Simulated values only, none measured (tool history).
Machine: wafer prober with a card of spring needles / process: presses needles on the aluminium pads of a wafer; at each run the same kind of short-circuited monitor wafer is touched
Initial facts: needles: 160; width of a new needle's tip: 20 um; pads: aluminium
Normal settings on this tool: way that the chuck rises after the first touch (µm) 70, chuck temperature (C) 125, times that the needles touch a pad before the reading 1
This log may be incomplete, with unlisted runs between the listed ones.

run    hour  way that the chuck rises after the first touch (µm)  chuck temperature (C)  times that the needles touch a pad before the reading  resistance of one needle with its contact and lead (mohm)  way that a needle slides on the pad (µm)
  1     0.0                                                   70                    125                                                      1                                                        223                                     15.20
       12.8  -- tips cleaned on abrasive film
       28.7  -- tips cleaned on abrasive film
       44.7  -- tips cleaned on abrasive film
  2    46.6                                                   70                    125                                                      1                                                        227                                     15.13
       50.0  -- height of the first contact set anew
       59.7  -- tips cleaned on abrasive film
       75.6  -- tips cleaned on abrasive film
       91.6  -- tips cleaned on abrasive film
      107.5  -- tips cleaned on abrasive film
      121.6  -- tips cleaned on abrasive film
  3   121.6                                                   70                    125                                                      1                                                        203                                     15.27
      137.5  -- tips cleaned on abrasive film
      150.3  -- tips cleaned on abrasive film
      166.3  -- tips cleaned on abrasive film
  4   169.5                                                   70                    125                                                      1                                                        233                                     15.24
      179.1  -- tips cleaned on abrasive film
      195.1  -- tips cleaned on abrasive film
      211.1  -- tips cleaned on abrasive film
      227.0  -- tips cleaned on abrasive film
      243.0  -- tips cleaned on abrasive film
  5   246.0                                                   58                    125                                                      1                                                        267                                     12.48
      258.8  -- tips cleaned on abrasive film
      259.1  -- height of the first contact set anew
      275.1  -- tips cleaned on abrasive film
      287.8  -- tips cleaned on abrasive film
      303.8  -- tips cleaned on abrasive film
      319.8  -- tips cleaned on abrasive film
      335.7  -- tips cleaned on abrasive film
  6   338.1                                                   58                    125                                                      1                                                        257                                     12.64
      350.9  -- tips cleaned on abrasive film
      366.9  -- tips cleaned on abrasive film
      382.8  -- tips cleaned on abrasive film
  7   384.8                                                   70                    125                                                      1                                                        220                                     15.25
      397.6  -- tips cleaned on abrasive film
      410.4  -- tips cleaned on abrasive film
      426.3  -- tips cleaned on abrasive film
  8   430.1                                                   70                    107                                                      1                                                        243                                     15.19
      439.7  -- tips cleaned on abrasive film
      452.5  -- tips cleaned on abrasive film
      468.5  -- tips cleaned on abrasive film
      468.8  -- height of the first contact set anew
      484.7  -- tips cleaned on abrasive film
  9   487.2                                                   70                    125                                                      1                                                        229                                     15.35
      500.0  -- tips cleaned on abrasive film
      516.0  -- tips cleaned on abrasive film
      531.9  -- tips cleaned on abrasive film
 10   534.5                                                   70                    125                                                      1                                                        240                                     15.30
      547.3  -- tips cleaned on abrasive film
      563.3  -- tips cleaned on abrasive film
      576.1  -- tips cleaned on abrasive film
      592.0  -- tips cleaned on abrasive film
      604.8  -- tips cleaned on abrasive film
 11   614.1                                                   70                    125                                                      1                                                        284                                     15.25
      620.5  -- tips cleaned on abrasive film
      636.5  -- tips cleaned on abrasive film
      652.4  -- tips cleaned on abrasive film
      668.4  -- tips cleaned on abrasive film
      678.2  -- height of the first contact set anew
      684.7  -- tips cleaned on abrasive film
      700.6  -- tips cleaned on abrasive film
 12   709.3                                                   70                    125                                                      1                                                        276                                     15.35
      715.7  -- tips cleaned on abrasive film
      731.7  -- tips cleaned on abrasive film
      747.6  -- tips cleaned on abrasive film
      763.6  -- tips cleaned on abrasive film
      779.5  -- tips cleaned on abrasive film
      792.3  -- tips cleaned on abrasive film
 13   798.2                                                   70                    125                                                      1                                                        268                                     15.22
      807.8  -- tips cleaned on abrasive film
      823.8  -- tips cleaned on abrasive film
      839.8  -- tips cleaned on abrasive film
      855.7  -- tips cleaned on abrasive film
      871.7  -- tips cleaned on abrasive film
      884.4  -- tips cleaned on abrasive film
      886.6  -- height of the first contact set anew
 14   886.6                                                   70                    125                                                      1                                                        227                                     15.38
      899.4  -- tips cleaned on abrasive film
      915.4  -- tips cleaned on abrasive film
      931.3  -- tips cleaned on abrasive film
 15   942.6                                                   70                    125                                                      1                                                        302                                     15.34
      945.9  -- tips cleaned on abrasive film
      958.7  -- tips cleaned on abrasive film
      974.6  -- tips cleaned on abrasive film
      990.6  -- tips cleaned on abrasive film
     1003.4  -- tips cleaned on abrasive film
 16  1009.1                                                   56                     96                                                      1                                                        317                                     12.19
     1018.7  -- tips cleaned on abrasive film
     1034.7  -- tips cleaned on abrasive film
     1050.6  -- tips cleaned on abrasive film
     1066.6  -- tips cleaned on abrasive film
     1082.6  -- tips cleaned on abrasive film
 17  1091.3                                                   56                     96                                                      1                                                        342                                     12.07
     1094.8  -- height of the first contact set anew
     1098.1  -- tips cleaned on abrasive film
     1114.0  -- tips cleaned on abrasive film
     1130.0  -- tips cleaned on abrasive film
     1145.9  -- tips cleaned on abrasive film
 18  1158.5                                                   56                     96                                                      1                                                        382                                     12.27
     1161.8  -- tips cleaned on abrasive film
     1174.6  -- tips cleaned on abrasive film
     1190.5  -- tips cleaned on abrasive film
     1206.5  -- tips cleaned on abrasive film
 19  1213.9                                                   56                     96                                                      1                                                        359                                     12.18
     1220.3  -- tips cleaned on abrasive film
     1236.3  -- tips cleaned on abrasive film
     1252.2  -- tips cleaned on abrasive film
     1268.2  -- tips cleaned on abrasive film
     1281.0  -- tips cleaned on abrasive film
     1295.3  -- tips cleaned on abrasive film
 20  1295.3                                                   90                     60                                                      1                                                        180                                     19.55
     1301.9  -- height of the first contact set anew
     1311.5  -- tips cleaned on abrasive film
     1327.5  -- tips cleaned on abrasive film
     1343.4  -- tips cleaned on abrasive film
     1356.6  -- tips cleaned on abrasive film
 21  1356.6                                                   90                     80                                                      1                                                        184                                     19.70
     1369.4  -- tips cleaned on abrasive film
     1385.3  -- tips cleaned on abrasive film
     1398.1  -- tips cleaned on abrasive film
     1414.1  -- tips cleaned on abrasive film
 22  1420.5                                                   73                     28                                                      3                                                        207                                     15.89
     1427.0  -- tips cleaned on abrasive film
     1443.0  -- tips cleaned on abrasive film
     1458.9  -- tips cleaned on abrasive film
 23  1461.5                                                   71                     54                                                      3                                                        195                                     15.41
     1474.3  -- tips cleaned on abrasive film
     1490.2  -- tips cleaned on abrasive film
     1503.0  -- tips cleaned on abrasive film
     1509.7  -- height of the first contact set anew
     1519.3  -- tips cleaned on abrasive film
 24  1521.3                                                   71                     54                                                      3                                                        193                                     15.60
     1534.0  -- tips cleaned on abrasive film
     1546.8  -- tips cleaned on abrasive film
     1562.8  -- tips cleaned on abrasive film
 25  1573.4                                                   70                    125                                                      1                                                        311                                     15.34

Predict each of these 3 candidate next runs independently; none follows another, all start after run 25:
     1576.7  -- tips cleaned on abrasive film
     1592.6  -- tips cleaned on abrasive film
     1605.4  -- tips cleaned on abrasive film
     1621.4  -- tips cleaned on abrasive film
     1636.9  -- tips cleaned on abrasive film
  A  1636.9                                                   70                     63                                                      2                                                          ?                                         ?
     1576.7  -- tips cleaned on abrasive film
     1592.6  -- tips cleaned on abrasive film
     1605.4  -- tips cleaned on abrasive film
     1621.4  -- tips cleaned on abrasive film
     1636.9  -- tips cleaned on abrasive film
  B  1636.9                                                   61                     40                                                      2                                                          ?                                         ?
     1576.7  -- tips cleaned on abrasive film
     1592.6  -- tips cleaned on abrasive film
     1605.4  -- tips cleaned on abrasive film
     1621.4  -- tips cleaned on abrasive film
     1636.9  -- tips cleaned on abrasive film
  C  1636.9                                                   71                    125                                                      1                                                          ?                                         ?

run  resistance of one needle with its contact and lead (mohm)  way that a needle slides on the pad (µm)
  A                                                        192                                     15.22
  B                                                        193                                     13.26
  C                                                        207                                     15.43
Without the tool's unlogged condition, the same runs would have read:
run  resistance of one needle with its contact and lead (mohm)  way that a needle slides on the pad (µm)
  A                                                        175                                     15.39
  B                                                        172                                     13.43
  C                                                        185                                     15.60
